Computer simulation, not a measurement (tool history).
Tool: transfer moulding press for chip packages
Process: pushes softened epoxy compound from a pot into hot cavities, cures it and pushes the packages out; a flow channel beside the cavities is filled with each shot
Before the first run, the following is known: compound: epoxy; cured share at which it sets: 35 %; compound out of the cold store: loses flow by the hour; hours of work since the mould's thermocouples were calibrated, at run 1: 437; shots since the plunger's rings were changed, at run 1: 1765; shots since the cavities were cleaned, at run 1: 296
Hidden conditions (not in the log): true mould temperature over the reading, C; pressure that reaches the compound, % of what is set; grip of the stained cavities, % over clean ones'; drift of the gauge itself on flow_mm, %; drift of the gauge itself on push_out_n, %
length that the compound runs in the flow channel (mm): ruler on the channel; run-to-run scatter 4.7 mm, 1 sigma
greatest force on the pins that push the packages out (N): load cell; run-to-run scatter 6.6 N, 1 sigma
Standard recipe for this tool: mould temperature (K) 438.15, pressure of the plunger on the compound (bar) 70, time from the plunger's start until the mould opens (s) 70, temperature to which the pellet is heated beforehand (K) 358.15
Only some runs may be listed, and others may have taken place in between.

run   hour  mould temperature (K)  pressure of the plunger on the compound (bar)  time from the plunger's start until the mould opens (s)  temperature to which the pellet is heated beforehand (K)  hours of work since the mould's thermocouples were calibrated  shots since the plunger's rings were changed  shots since the cavities were cleaned  incoming compound's hours out of the cold store  length that the compound runs in the flow channel (mm)  greatest force on the pins that push the packages out (N)
  1      0                 438.15                                             70                                                       70                                                    358.15                                                            437                                          1765                                    296                                             26.3                                                     666                                                        328
      10.9  -- cavities cleaned with cleaning compound and waxed
  2   16.3                 438.15                                             70                                                       70                                                    355.15                                                            448                                          2018                                     92                                             46.8                                                     634                                                        420
  3   24.7                 438.15                                             70                                                       70                                                    355.15                                                            454                                          2160                                    234                                             19.3                                                     672                                                        437
  4   36.8                 438.15                                             70                                                       70                                                    358.15                                                            462                                          2366                                    440                                             41.7                                                     632                                                        467
      39.4  -- cavities cleaned with cleaning compound and waxed
      46.1  -- cavities cleaned with cleaning compound and waxed, once more
  5   46.7                 438.15                                             70                                                       70                                                    358.15                                                            467                                          2484                                      9                                               38                                                     652                                                        259
  6   57.8                 438.15                                             70                                                       70                                                    358.15                                                            475                                          2673                                    198                                              9.7                                                     681                                                        325
  7   64.6                 438.15                                             70                                                       70                                                    358.15                                                            480                                          2789                                    314                                               24                                                     656                                                        352
      74.6  -- cavities cleaned with cleaning compound and waxed
  8   75.7                 438.15                                             70                                                       70                                                    358.15                                                            487                                          2953                                     18                                             39.4                                                     633                                                        261
  9   87.1                 438.15                                             70                                                       70                                                    358.15                                                            495                                          3147                                    212                                             11.6                                                     677                                                        324
 10   98.4                 438.15                                             70                                                       70                                                    358.15                                                            503                                          3339                                    404                                              8.9                                                     685                                                        389
       103  -- cavities cleaned with cleaning compound and waxed
 11  113.2                 438.15                                             70                                                       70                                                    358.15                                                            512                                          3565                                    173                                               16                                                     664                                                        313
 12  120.2                 438.15                                           61.3                                                       92                                                    351.15                                                            517                                          3685                                    293                                             30.7                                                     600                                                        306
 13  128.6                 438.15                                           61.3                                                       92                                                    351.15                                                            523                                          3828                                    436                                             23.4                                                     613                                                        329
     132.3  -- cavities cleaned with cleaning compound and waxed
 14  142.2                 432.15                                             70                                                       57                                                    353.15                                                            532                                          4035                                    170                                             25.5                                                     663                                                        698
 15  154.2                 432.15                                             70                                                       57                                                    353.15                                                            540                                          4239                                    374                                             24.5                                                     656                                                        810
     160.8  -- cavities cleaned with cleaning compound and waxed
 16  168.6                 432.15                                             70                                                       57                                                    353.15                                                            549                                          4459                                    134                                               12                                                     676                                                        677
 17  177.8                 444.15                                             70                                                       80                                                    353.15                                                            556                                          4615                                    290                                             35.4                                                     624                                                        299
     189.9  -- cavities cleaned with cleaning compound and waxed
 18  193.7                 438.15                                             70                                                       90                                                    358.15                                                            566                                          4861                                     65                                             35.7                                                     633                                                        259
       210  -- plunger's sealing rings changed
 19    210                 444.15                                             70                                                       80                                                    358.15                                                            576                                             0                                    300                                              9.8                                                     688                                                        301
 20  216.3                 444.15                                             70                                                       80                                                    358.15                                                            581                                           108                                    408                                             27.7                                                     667                                                        318
     220.9  -- cavities cleaned with cleaning compound and waxed
 21  224.8                 442.15                                             70                                                       78                                                    358.15                                                            585                                           226                                     66                                              8.2                                                     703                                                        245
 22  239.6                 442.15                                             70                                                       78                                                    358.15                                                            596                                           479                                    319                                             33.2                                                     659                                                        303

Take each entry between the runs: how does the hidden state at the last listed run before it differ from the hidden state at the first listed run after it?
Logged between run 1 and run 2: cavities cleaned with cleaning compound and waxed (hour 10.9)
  true mould temperature over the reading, C: 0.87 -> 0.88; pressure that reaches the compound, % of what is set: 96.1 -> 95.63; grip of the stained cavities, % over clean ones': 38.1 -> 68.9
  measured less the result without the state, length that the compound runs in the flow channel (mm): -15 -> -15; greatest force on the pins that push the packages out (N): +84 -> +163
Logged between run 4 and run 5: cavities cleaned with cleaning compound and waxed (hour 39.4); cavities cleaned with cleaning compound and waxed, once more (hour 46.1)
  pressure that reaches the compound, % of what is set: 94.97 -> 94.77; grip of the stained cavities, % over clean ones': 87.6 -> 4.3
  measured less the result without the state, length that the compound runs in the flow channel (mm): -18 -> -19; greatest force on the pins that push the packages out (N): +209 -> +3
Logged between run 7 and run 8: cavities cleaned with cleaning compound and waxed (hour 74.6)
  true mould temperature over the reading, C: 0.9 -> 0.91; pressure that reaches the compound, % of what is set: 94.16 -> 93.86; grip of the stained cavities, % over clean ones': 40.3 -> 4.1
  measured less the result without the state, length that the compound runs in the flow channel (mm): -21 -> -22; greatest force on the pins that push the packages out (N): +91 -> +2
Logged between run 10 and run 11: cavities cleaned with cleaning compound and waxed (hour 103)
  true mould temperature over the reading, C: 0.92 -> 0.93; pressure that reaches the compound, % of what is set: 93.14 -> 92.72; grip of the stained cavities, % over clean ones': 49.2 -> 23.6
  measured less the result without the state, length that the compound runs in the flow channel (mm): -26 -> -27; greatest force on the pins that push the packages out (N): +116 -> +50
Logged between run 13 and run 14: cavities cleaned with cleaning compound and waxed (hour 132.3)
  pressure that reaches the compound, % of what is set: 92.26 -> 91.88; grip of the stained cavities, % over clean ones': 50.4 -> 23.3
  measured less the result without the state, length that the compound runs in the flow channel (mm): -26 -> -31; greatest force on the pins that push the packages out (N): +111 -> +91
Logged between run 15 and run 16: cavities cleaned with cleaning compound and waxed (hour 160.8)
  true mould temperature over the reading, C: 0.95 -> 0.96; pressure that reaches the compound, % of what is set: 91.53 -> 91.13; grip of the stained cavities, % over clean ones': 44.7 -> 18.8
  measured less the result without the state, length that the compound runs in the flow channel (mm): -31 -> -34; greatest force on the pins that push the packages out (N): +212 -> +66
Logged between run 17 and run 18: cavities cleaned with cleaning compound and waxed (hour 189.9)
  true mould temperature over the reading, C: 0.96 -> 0.97; pressure that reaches the compound, % of what is set: 90.84 -> 90.36; grip of the stained cavities, % over clean ones': 35.4 -> 15.6
  measured less the result without the state, length that the compound runs in the flow channel (mm): -32 -> -34; greatest force on the pins that push the packages out (N): +79 -> +34
Logged between run 18 and run 19: plunger's sealing rings changed (hour 210)
  true mould temperature over the reading, C: 0.97 -> 0.98; pressure that reaches the compound, % of what is set: 90.36 -> 99.95; grip of the stained cavities, % over clean ones': 15.6 -> 42.1
  measured less the result without the state, length that the compound runs in the flow channel (mm): -34 -> -2; greatest force on the pins that push the packages out (N): +34 -> +89
Logged between run 20 and run 21: cavities cleaned with cleaning compound and waxed (hour 220.9)
  true mould temperature over the reading, C: 0.98 -> 0.99; pressure that reaches the compound, % of what is set: 99.75 -> 99.52; grip of the stained cavities, % over clean ones': 52.3 -> 11.2
  measured less the result without the state, length that the compound runs in the flow channel (mm): -2 -> -3; greatest force on the pins that push the packages out (N): +108 -> +23
